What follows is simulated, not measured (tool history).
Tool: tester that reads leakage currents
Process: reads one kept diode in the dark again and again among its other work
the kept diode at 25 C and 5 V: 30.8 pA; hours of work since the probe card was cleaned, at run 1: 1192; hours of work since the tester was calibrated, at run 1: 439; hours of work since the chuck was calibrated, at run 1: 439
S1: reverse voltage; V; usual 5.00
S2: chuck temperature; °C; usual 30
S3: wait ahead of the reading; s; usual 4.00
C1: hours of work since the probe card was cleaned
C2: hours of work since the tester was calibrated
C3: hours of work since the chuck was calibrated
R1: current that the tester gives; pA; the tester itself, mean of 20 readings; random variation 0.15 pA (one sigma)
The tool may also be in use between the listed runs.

run 1 day=0.000 | S1=5.00 S2=30 S3=4.00 | C1=1192 C2=439 C3=439 | R1=46.59
run 2 day=4.896 | S1=5.00 S2=30 S3=0.86 | C1=1254 C2=501 C3=501 | R1=47.63
run 3 day=8.554 | S1=5.00 S2=30 S3=9.72 | C1=1300 C2=547 C3=547 | R1=46.39
run 4 day=11.667 | S1=9.22 S2=30 S3=4.00 | C1=1340 C2=587 C3=587 | R1=60.60
run 5 day=16.112 | S1=9.22 S2=30 S3=4.00 | C1=1396 C2=643 C3=643 | R1=60.51
run 6 day=20.021 | S1=1.09 S2=30 S3=4.00 | C1=1445 C2=692 C3=692 | R1=24.55
run 7 day=23.779 | S1=1.09 S2=30 S3=4.00 | C1=1493 C2=740 C3=740 | R1=24.56
run 8 day=26.704 | S1=1.09 S2=30 S3=4.00 | C1=1530 C2=777 C3=777 | R1=24.68
run 9 day=28.950 | S1=1.09 S2=30 S3=4.00 | C1=1558 C2=805 C3=805 | R1=24.66
run 10 day=32.946 | S1=1.09 S2=21 S3=4.00 | C1=1609 C2=856 C3=856 | R1=11.91
run 11 day=35.658 | S1=5.00 S2=30 S3=1.69 | C1=1643 C2=890 C3=890 | R1=46.88
run 12 day=40.554 | S1=5.00 S2=29 S3=4.00 | C1=1705 C2=952 C3=952 | R1=43.00
run 13 day=44.429 | S1=5.00 S2=30 S3=0.52 | C1=1754 C2=1001 C3=1001 | R1=48.68
run 14 day=47.975 | S1=2.10 S2=30 S3=4.00 | C1=1799 C2=1046 C3=1046 | R1=32.43
run 15 day=52.417 | S1=2.10 S2=30 S3=4.00 | C1=1855 C2=1102 C3=1102 | R1=32.33
run 16 day=56.208 | S1=5.00 S2=30 S3=0.48 | C1=1903 C2=1150 C3=1150 | R1=48.51
-- day=57.850 chuck's temperature calibrated
run 17 day=59.100 | S1=5.00 S2=30 S3=0.48 | C1=1938 C2=1185 C3=16 | R1=48.75
run 18 day=62.183 | S1=5.00 S2=30 S3=0.48 | C1=1977 C2=1224 C3=55 | R1=48.65
run 19 day=64.217 | S1=5.00 S2=30 S3=4.00 | C1=2003 C2=1250 C3=80 | R1=46.72
run 20 day=66.875 | S1=5.00 S2=30 S3=4.00 | C1=2036 C2=1283 C3=114 | R1=46.77
run 21 day=69.979 | S1=5.00 S2=30 S3=4.00 | C1=2076 C2=1323 C3=153 | R1=46.38
run 22 day=72.196 | S1=5.00 S2=32 S3=4.00 | C1=2104 C2=1351 C3=181 | R1=54.94
run 23 day=75.825 | S1=1.22 S2=55 S3=0.76 | C1=2149 C2=1396 C3=227 | R1=162.47
run 24 day=78.675 | S1=1.22 S2=55 S3=0.76 | C1=2185 C2=1432 C3=263 | R1=162.59
run 25 day=82.875 | S1=9.32 S2=44 S3=4.00 | C1=2238 C2=1485 C3=316 | R1=175.06
run 26 day=87.650 | S1=10.29 S2=30 S3=1.64 | C1=2299 C2=1546 C3=377 | R1=63.92
run 27 day=91.525 | S1=12.93 S2=51 S3=0.53 | C1=2348 C2=1595 C3=426 | R1=337.03
run 28 day=95.529 | S1=5.71 S2=42 S3=1.64 | C1=2398 C2=1645 C3=476 | R1=123.33
run 29 day=99.092 | S1=2.07 S2=24 S3=0.34 | C1=2443 C2=1690 C3=521 | R1=21.05
run 30 day=101.342 | S1=2.07 S2=24 S3=6.15 | C1=2472 C2=1719 C3=550 | R1=19.91
run 31 day=104.650 | S1=2.07 S2=24 S3=6.15 | C1=2514 C2=1761 C3=591 | R1=19.75
run 32 day=109.600 | S1=2.07 S2=24 S3=6.15 | C1=2576 C2=1823 C3=654 | R1=19.79
run 33 day=111.754 | S1=5.00 S2=22 S3=4.00 | C1=2603 C2=1850 C3=681 | R1=24.35
run 34 day=114.958 | S1=1.66 S2=35 S3=0.44 | C1=2644 C2=1891 C3=722 | R1=44.21
run 35 day=118.138 | S1=1.66 S2=35 S3=0.44 | C1=2684 C2=1931 C3=762 | R1=44.40
-- day=120.038 probe card cleaned and baked
run 36 day=121.392 | S1=1.66 S2=35 S3=0.44 | C1=17 C2=1971 C3=801 | R1=44.03
run 37 day=124.717 | S1=1.66 S2=35 S3=0.44 | C1=59 C2=2013 C3=843 | R1=44.16
run 38 day=126.854 | S1=13.26 S2=35 S3=1.29 | C1=86 C2=2040 C3=870 | R1=105.38
run 39 day=129.350 | S1=5.46 S2=24 S3=0.35 | C1=118 C2=2071 C3=902 | R1=33.11
run 40 day=133.400 | S1=5.46 S2=24 S3=0.35 | C1=169 C2=2122 C3=953 | R1=33.16

How the hidden state differs across the entries between the runs, from the last listed run before each to the first after it:
Between runs 16 and 17: chuck's temperature calibrated (day 57.850)
  no hidden state differs between the two runs
Between runs 35 and 36: probe card cleaned and baked (day 120.038)
  stray current of the dirty probe card, pA a volt: 0.024 -> 0.02

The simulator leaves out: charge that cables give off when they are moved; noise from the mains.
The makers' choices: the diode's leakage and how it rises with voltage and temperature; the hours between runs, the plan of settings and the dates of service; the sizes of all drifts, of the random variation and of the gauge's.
